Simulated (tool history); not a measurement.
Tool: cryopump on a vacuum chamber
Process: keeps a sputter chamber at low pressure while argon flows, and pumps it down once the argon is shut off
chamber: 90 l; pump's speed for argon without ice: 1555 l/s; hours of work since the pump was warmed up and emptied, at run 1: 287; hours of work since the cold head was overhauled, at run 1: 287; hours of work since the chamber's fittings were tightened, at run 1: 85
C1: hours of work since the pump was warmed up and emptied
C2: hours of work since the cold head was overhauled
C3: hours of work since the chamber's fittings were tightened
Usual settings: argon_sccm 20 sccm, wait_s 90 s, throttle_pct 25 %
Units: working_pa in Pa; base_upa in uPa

run 1 day=0.000 | argon_sccm=20 wait_s=90 throttle_pct=25 | C1=287 C2=287 C3=85 | working_pa=0.0890 base_upa=0.57
run 2 day=0.529 | argon_sccm=20 wait_s=90 throttle_pct=16 | C1=296 C2=296 C3=94 | working_pa=0.1384 base_upa=0.59
run 3 day=0.988 | argon_sccm=14 wait_s=90 throttle_pct=25 | C1=304 C2=304 C3=102 | working_pa=0.0628 base_upa=0.56
run 4 day=1.579 | argon_sccm=20 wait_s=90 throttle_pct=25 | C1=314 C2=314 C3=112 | working_pa=0.0893 base_upa=0.58
run 5 day=2.596 | argon_sccm=20 wait_s=90 throttle_pct=25 | C1=331 C2=331 C3=129 | working_pa=0.0895 base_upa=0.58
run 6 day=3.475 | argon_sccm=24 wait_s=90 throttle_pct=25 | C1=346 C2=346 C3=145 | working_pa=0.1079 base_upa=0.59
run 7 day=4.000 | argon_sccm=20 wait_s=90 throttle_pct=25 | C1=355 C2=355 C3=154 | working_pa=0.0905 base_upa=0.63
run 8 day=4.954 | argon_sccm=10 wait_s=90 throttle_pct=25 | C1=372 C2=372 C3=170 | working_pa=0.0448 base_upa=0.63
run 9 day=5.817 | argon_sccm=10 wait_s=90 throttle_pct=25 | C1=387 C2=387 C3=185 | working_pa=0.0441 base_upa=0.65
run 10 day=6.442 | argon_sccm=20 wait_s=90 throttle_pct=17 | C1=397 C2=397 C3=196 | working_pa=0.1313 base_upa=0.67
run 11 day=7.150 | argon_sccm=20 wait_s=90 throttle_pct=41 | C1=410 C2=410 C3=208 | working_pa=0.0567 base_upa=0.68
run 12 day=7.979 | argon_sccm=20 wait_s=90 throttle_pct=41 | C1=424 C2=424 C3=222 | working_pa=0.0568 base_upa=0.72
run 13 day=8.433 | argon_sccm=20 wait_s=90 throttle_pct=41 | C1=432 C2=432 C3=230 | working_pa=0.0555 base_upa=0.70
run 14 day=9.325 | argon_sccm=20 wait_s=43 throttle_pct=25 | C1=447 C2=447 C3=245 | working_pa=0.0901 base_upa=0.96
run 15 day=9.808 | argon_sccm=9 wait_s=167 throttle_pct=47 | C1=455 C2=455 C3=254 | working_pa=0.0229 base_upa=0.57
run 16 day=10.567 | argon_sccm=9 wait_s=167 throttle_pct=47 | C1=468 C2=468 C3=267 | working_pa=0.0223 base_upa=0.62
run 17 day=11.429 | argon_sccm=29 wait_s=44 throttle_pct=47 | C1=483 C2=483 C3=281 | working_pa=0.0727 base_upa=0.95
run 18 day=11.908 | argon_sccm=15 wait_s=90 throttle_pct=23 | C1=491 C2=491 C3=290 | working_pa=0.0737 base_upa=0.68
run 19 day=12.454 | argon_sccm=15 wait_s=90 throttle_pct=23 | C1=501 C2=501 C3=299 | working_pa=0.0747 base_upa=0.72
run 20 day=13.362 | argon_sccm=15 wait_s=90 throttle_pct=23 | C1=516 C2=516 C3=315 | working_pa=0.0727 base_upa=0.76
run 21 day=14.162 | argon_sccm=11 wait_s=90 throttle_pct=22 | C1=530 C2=530 C3=328 | working_pa=0.0559 base_upa=0.76
run 22 day=14.862 | argon_sccm=11 wait_s=90 throttle_pct=22 | C1=542 C2=542 C3=340 | working_pa=0.0564 base_upa=0.78
run 23 day=15.462 | argon_sccm=20 wait_s=128 throttle_pct=21 | C1=553 C2=553 C3=351 | working_pa=0.1084 base_upa=0.70
run 24 day=16.200 | argon_sccm=20 wait_s=128 throttle_pct=21 | C1=565 C2=565 C3=363 | working_pa=0.1090 base_upa=0.70
run 25 day=17.071 | argon_sccm=8 wait_s=49 throttle_pct=35 | C1=580 C2=580 C3=378 | working_pa=0.0264 base_upa=1.03
run 26 day=17.912 | argon_sccm=20 wait_s=90 throttle_pct=22 | C1=595 C2=595 C3=393 | working_pa=0.1047 base_upa=0.81
run 27 day=18.850 | argon_sccm=15 wait_s=65 throttle_pct=53 | C1=611 C2=611 C3=409 | working_pa=0.0346 base_upa=0.93
run 28 day=19.642 | argon_sccm=30 wait_s=272 throttle_pct=32 | C1=625 C2=625 C3=423 | working_pa=0.1096 base_upa=0.67

Hidden state or all else? Some run-to-run changes of working_pa, split into what the settings, what came in and random variation would give without the hidden state, and what is left for the hidden state (with any gauge scatter that isn't in both results):
The hidden state here: pump's speed, % of a pump's without ice; cold plate's temperature, K; leak into the chamber, uPa l/s; drift of the gauge itself on working_pa, %; drift of the gauge itself on base_upa, %.
Run 9 -> 10: argon_sccm 10 -> 20, throttle_pct 25 -> 17. working_pa +0.0872 Pa: hidden state +0.0017, all else +0.0855.
Run 16 -> 17: argon_sccm 9 -> 29, wait_s 167 -> 44. working_pa +0.0504 Pa: hidden state +0.0041, all else +0.0463.
Run 24 -> 25: argon_sccm 20 -> 8, wait_s 128 -> 49, throttle_pct 21 -> 35. working_pa -0.0826 Pa: hidden state -0.0028, all else -0.0798.
Run 27 -> 28: argon_sccm 15 -> 30, wait_s 65 -> 272, throttle_pct 53 -> 32. working_pa +0.0750 Pa: hidden state +0.0042, all else +0.0708.
